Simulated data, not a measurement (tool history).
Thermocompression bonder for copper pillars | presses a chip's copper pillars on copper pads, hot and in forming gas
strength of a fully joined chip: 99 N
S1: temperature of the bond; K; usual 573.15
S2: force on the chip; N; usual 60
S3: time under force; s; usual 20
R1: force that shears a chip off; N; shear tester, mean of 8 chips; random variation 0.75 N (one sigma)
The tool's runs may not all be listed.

{"run": 1, "hour": 0.0, "S1": 573.15, "S2": 60, "S3": 20, "R1": 65.6}
{"run": 2, "hour": 92.8, "S1": 573.15, "S2": 60, "S3": 20, "R1": 66.5}
{"run": 3, "hour": 141.7, "S1": 573.15, "S2": 60, "S3": 20, "R1": 64.8}
{"run": 4, "hour": 221.9, "S1": 573.15, "S2": 60, "S3": 23, "R1": 66.5}
{"run": 5, "hour": 267.9, "S1": 573.15, "S2": 60, "S3": 23, "R1": 74.6}
{"run": 6, "hour": 315.7, "S1": 573.15, "S2": 60, "S3": 23, "R1": 74.7}
{"run": 7, "hour": 377.4, "S1": 573.15, "S2": 60, "S3": 23, "R1": 74.4}
{"run": 8, "hour": 440.7, "S1": 573.15, "S2": 60, "S3": 20, "R1": 70.8}
{"run": 9, "hour": 524.6, "S1": 573.15, "S2": 60, "S3": 20, "R1": 69.2}
{"run": 10, "hour": 601.2, "S1": 573.15, "S2": 60, "S3": 15, "R1": 64.8}
{"run": 11, "hour": 690.0, "S1": 573.15, "S2": 68, "S3": 20, "R1": 74.8}
{"run": 12, "hour": 762.3, "S1": 573.15, "S2": 60, "S3": 52, "R1": 76.2}
{"run": 13, "hour": 816.0, "S1": 573.15, "S2": 60, "S3": 52, "R1": 76.2}
{"run": 14, "hour": 891.7, "S1": 596.15, "S2": 60, "S3": 52, "R1": 88.6}
{"run": 15, "hour": 945.3, "S1": 596.15, "S2": 60, "S3": 52, "R1": 88.9}
{"run": 16, "hour": 1042.7, "S1": 596.15, "S2": 60, "S3": 52, "R1": 86.9}
{"run": 17, "hour": 1134.1, "S1": 596.15, "S2": 60, "S3": 52, "R1": 86.5}
{"run": 18, "hour": 1228.5, "S1": 547.15, "S2": 60, "S3": 20, "R1": 55.1}
{"run": 19, "hour": 1310.8, "S1": 547.15, "S2": 60, "S3": 20, "R1": 55.8}
{"run": 20, "hour": 1352.7, "S1": 589.15, "S2": 60, "S3": 11, "R1": 63.2}
{"run": 21, "hour": 1415.1, "S1": 591.15, "S2": 51, "S3": 22, "R1": 73.5}
{"run": 22, "hour": 1500.7, "S1": 580.15, "S2": 51, "S3": 53, "R1": 82}
{"run": 23, "hour": 1595.3, "S1": 580.15, "S2": 51, "S3": 53, "R1": 80.7}
{"run": 24, "hour": 1687.0, "S1": 573.15, "S2": 59, "S3": 20, "R1": 66.3}
{"run": 25, "hour": 1788.1, "S1": 549.15, "S2": 60, "S3": 25, "R1": 58.6}
{"run": 26, "hour": 1850.1, "S1": 559.15, "S2": 39, "S3": 20, "R1": 38.3}
{"run": 27, "hour": 1928.6, "S1": 568.15, "S2": 45, "S3": 20, "R1": 47.9}
{"run": 28, "hour": 1984.2, "S1": 578.15, "S2": 45, "S3": 32, "R1": 59.3}
{"run": 29, "hour": 2064.6, "S1": 544.15, "S2": 75, "S3": 51, "R1": 83.7}
{"run": 30, "hour": 2126.2, "S1": 582.15, "S2": 75, "S3": 36, "R1": 88.8}
{"run": 31, "hour": 2178.5, "S1": 577.15, "S2": 60, "S3": 24, "R1": 73.4}
{"run": 32, "hour": 2220.7, "S1": 586.15, "S2": 82, "S3": 34, "R1": 88.7}
{"run": 33, "hour": 2307.2, "S1": 596.15, "S2": 66, "S3": 11, "R1": 71.8}
{"run": 34, "hour": 2408.6, "S1": 572.15, "S2": 60, "S3": 38, "R1": 73.4}
{"run": 35, "hour": 2474.0, "S1": 572.15, "S2": 70, "S3": 12, "R1": 66}
{"run": 36, "hour": 2531.4, "S1": 580.15, "S2": 51, "S3": 39, "R1": 72.4}
{"run": 37, "hour": 2599.0, "S1": 580.15, "S2": 51, "S3": 39, "R1": 77.6}

Not shown: 8 entries that the log had between the listed runs. Between which runs, and how does the tool's hidden state differ before and after?
Between runs 4 and 5: forming gas filter changed (hour 241.6)
  true temperature of the bond over the reading, C: 10.1 -> 10.4; force that reaches the chip, % of what is set: 103.8 -> 103.9; oxide that the forming gas leaves, % of the face: 12.79 -> 1.1
  measured less the result without the state, R1: -3.2 -> +5.9 N
Between runs 11 and 12: heater calibrated with a thermocouple chip (hour 731.3)
  true temperature of the bond over the reading, C: 13.1 -> -0.6; force that reaches the chip, % of what is set: 105.5 -> 105.7; oxide that the forming gas leaves, % of the face: 8.93 -> 10.22
  measured less the result without the state, R1: +0.9 -> -6.1 N
Between runs 13 and 14: forming gas filter changed (hour 829.7)
  true temperature of the bond over the reading, C: -0.2 -> 0.3; force that reaches the chip, % of what is set: 105.9 -> 106.2; oxide that the forming gas leaves, % of the face: 11.22 -> 1.81
  measured less the result without the state, R1: -6.9 -> +0.6 N
Between runs 16 and 17: force cell calibrated (hour 1049)
  true temperature of the bond over the reading, C: 1.3 -> 1.9; force that reaches the chip, % of what is set: 106.7 -> 108.7; oxide that the forming gas leaves, % of the face: 4.57 -> 6.23
  measured less the result without the state, R1: -1.6 -> -2.5 N
Between runs 20 and 21: forming gas filter changed (hour 1415.1)
  true temperature of the bond over the reading, C: 3.2 -> 3.7; force that reaches the chip, % of what is set: 109.5 -> 109.7; oxide that the forming gas leaves, % of the face: 10.49 -> 0.57
  measured less the result without the state, R1: -0.9 -> +6.2 N
Between runs 23 and 24: force cell calibrated, once more (hour 1641.1)
  true temperature of the bond over the reading, C: 4.7 -> 5.4; force that reaches the chip, % of what is set: 110.4 -> 100.6; oxide that the forming gas leaves, % of the face: 4 -> 5.68
  measured less the result without the state, R1: +3 -> -0.9 N
Between runs 28 and 29: forming gas filter changed (hour 1999.4)
  true temperature of the bond over the reading, C: 7.3 -> 7.8; force that reaches the chip, % of what is set: 101.7 -> 102; oxide that the forming gas leaves, % of the face: 11.27 -> 1.68
  measured less the result without the state, R1: -3.1 -> +2.9 N
Between runs 36 and 37: forming gas filter changed (hour 2585.9)
  true temperature of the bond over the reading, C: 10.8 -> 11.2; force that reaches the chip, % of what is set: 103.8 -> 104; oxide that the forming gas leaves, % of the face: 10.53 -> 0.89
  measured less the result without the state, R1: -2.1 -> +5.8 N

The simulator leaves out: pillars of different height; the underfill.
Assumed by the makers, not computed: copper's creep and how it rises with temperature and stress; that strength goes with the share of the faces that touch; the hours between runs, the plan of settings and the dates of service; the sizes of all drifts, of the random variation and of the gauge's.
